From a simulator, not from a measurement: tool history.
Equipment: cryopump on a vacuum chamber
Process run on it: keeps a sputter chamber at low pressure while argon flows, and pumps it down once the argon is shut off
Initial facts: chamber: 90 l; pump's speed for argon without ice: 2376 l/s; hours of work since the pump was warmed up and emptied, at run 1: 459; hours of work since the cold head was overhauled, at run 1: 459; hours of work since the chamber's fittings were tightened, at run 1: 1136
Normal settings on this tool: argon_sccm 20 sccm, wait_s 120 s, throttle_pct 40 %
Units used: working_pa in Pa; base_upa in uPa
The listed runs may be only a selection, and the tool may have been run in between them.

| run | hour | argon_sccm | wait_s | throttle_pct | hours of work since the pump was warmed up and emptied | hours of work since the cold head was overhauled | hours of work since the chamber's fittings were tightened | working_pa | base_upa |
|---|---|---|---|---|---|---|---|---|---|
| 1 | 0 | 20 | 120 | 40 | 459 | 459 | 1136 | 0.0387 | 1.29 |
| 2 | 24.2 | 20 | 120 | 40 | 472 | 472 | 1148 | 0.0376 | 1.34 |
| 3 | 35.1 | 20 | 120 | 40 | 478 | 478 | 1154 | 0.0387 | 1.35 |
| 4 | 52.6 | 20 | 120 | 40 | 487 | 487 | 1164 | 0.0375 | 1.37 |
| 5 | 76.2 | 20 | 120 | 40 | 500 | 500 | 1176 | 0.0382 | 1.34 |
| 6 | 90.5 | 20 | 120 | 40 | 507 | 507 | 1184 | 0.037 | 1.34 |
| 7 | 105.9 | 20 | 120 | 40 | 516 | 516 | 1192 | 0.0378 | 1.37 |
| 8 | 129.8 | 20 | 120 | 40 | 528 | 528 | 1205 | 0.0386 | 1.4 |
| 9 | 142.5 | 20 | 120 | 49 | 535 | 535 | 1212 | 0.0311 | 1.4 |
| 10 | 162.3 | 22 | 120 | 33 | 546 | 546 | 1222 | 0.05 | 1.37 |
| 11 | 181.6 | 16 | 130 | 33 | 556 | 556 | 1233 | 0.0373 | 1.39 |
| 12 | 194 | 20 | 120 | 39 | 563 | 563 | 1239 | 0.0392 | 1.42 |
| 13 | 206.8 | 20 | 140 | 60 | 570 | 570 | 1246 | 0.0262 | 1.41 |

Predict each of these 5 candidate next runs independently; none follows another, all start after run 13:
| A | 218.1 | 30 | 85 | 42 | 576 | 576 | 1252 | ? | ? |
| B | 218.1 | 16 | 210 | 44 | 576 | 576 | 1252 | ? | ? |
| C | 218.1 | 10 | 109 | 23 | 576 | 576 | 1252 | ? | ? |
| D | 218.1 | 20 | 171 | 60 | 576 | 576 | 1252 | ? | ? |
| E | 218.1 | 20 | 29 | 27 | 576 | 576 | 1252 | ? | ? |

| run | working_pa | base_upa |
|---|---|---|
| A | 0.0547 | 1.67 |
| B | 0.0287 | 1.29 |
| C | 0.0318 | 1.48 |
| D | 0.0262 | 1.35 |
| E | 0.0555 | 2.61 |
Stripped of hidden state, with their random variation kept, the same runs would have yielded:
| run | working_pa | base_upa |
|---|---|---|
| A | 0.0506 | 0.68 |
| B | 0.0265 | 0.35 |
| C | 0.0304 | 0.53 |
| D | 0.0235 | 0.39 |
| E | 0.0528 | 1.65 |

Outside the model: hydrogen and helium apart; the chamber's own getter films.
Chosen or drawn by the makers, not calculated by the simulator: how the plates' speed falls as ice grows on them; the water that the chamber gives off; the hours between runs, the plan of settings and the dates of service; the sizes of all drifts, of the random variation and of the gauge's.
